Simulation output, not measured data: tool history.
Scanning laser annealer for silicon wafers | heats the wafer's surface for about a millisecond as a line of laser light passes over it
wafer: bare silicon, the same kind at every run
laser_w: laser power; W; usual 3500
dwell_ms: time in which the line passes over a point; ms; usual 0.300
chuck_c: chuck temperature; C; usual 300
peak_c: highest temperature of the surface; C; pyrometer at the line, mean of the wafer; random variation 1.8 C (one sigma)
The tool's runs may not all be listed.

run,hour,laser_w,dwell_ms,chuck_c,peak_c
1,0.0,3500,0.300,300,975
2,24.4,3500,0.300,300,976
3,52.7,3500,0.300,300,975
4,73.9,3500,0.300,300,970
5,91.2,3500,0.300,300,975
6,119.0,3801,0.300,300,1027
7,138.6,3693,0.300,300,1004
8,155.6,3500,0.260,300,922
9,168.0,3500,0.260,300,921
10,184.3,3500,0.300,300,968
11,201.6,3500,0.258,300,914
12,216.6,3500,0.258,300,916
13,236.1,3500,0.300,300,972
14,264.6,3500,0.211,300,848
# hour 273.5: window over the wafer cleaned
15,278.4,3500,0.211,300,869
16,301.0,3500,0.211,300,868
# hour 307.6: optics aligned, line set to its width
17,333.8,3500,0.211,265,831
18,346.2,3500,0.211,265,829
19,363.5,3244,0.300,300,937
20,381.4,3244,0.300,307,945
21,409.0,3500,0.271,300,946
22,435.9,3516,0.257,300,931
# hour 455.2: optics aligned, line set to its width, once more
23,458.8,3516,0.257,300,943
24,477.6,3668,0.228,337,964
25,504.9,3841,0.300,312,1072
26,522.1,3841,0.283,306,1042
27,543.2,3542,0.341,336,1086
28,564.9,3542,0.279,294,971
29,577.8,3022,0.300,300,903
30,597.9,3144,0.225,300,832
31,613.5,3500,0.269,279,931
32,626.5,3270,0.216,304,844
33,651.1,3270,0.216,304,842
34,678.0,3662,0.332,300,1060
35,695.5,3500,0.300,302,990
36,709.0,3100,0.300,300,914
37,733.1,3100,0.300,326,940
38,753.1,3475,0.300,330,1013
39,772.0,3475,0.300,330,1014
40,792.3,3339,0.359,329,1055
41,807.8,3262,0.359,304,1013

Forecast each of these 4 alternatives for the next run:
A,836.2,3262,0.359,293,?
B,836.2,3500,0.306,300,?
C,836.2,3500,0.226,298,?
D,836.2,3529,0.300,269,?

run,peak_c
A,1002
B,988
C,882
D,960
Without the tool's hidden state the same runs would have given:
run,peak_c
A,1021
B,1006
C,897
D,979
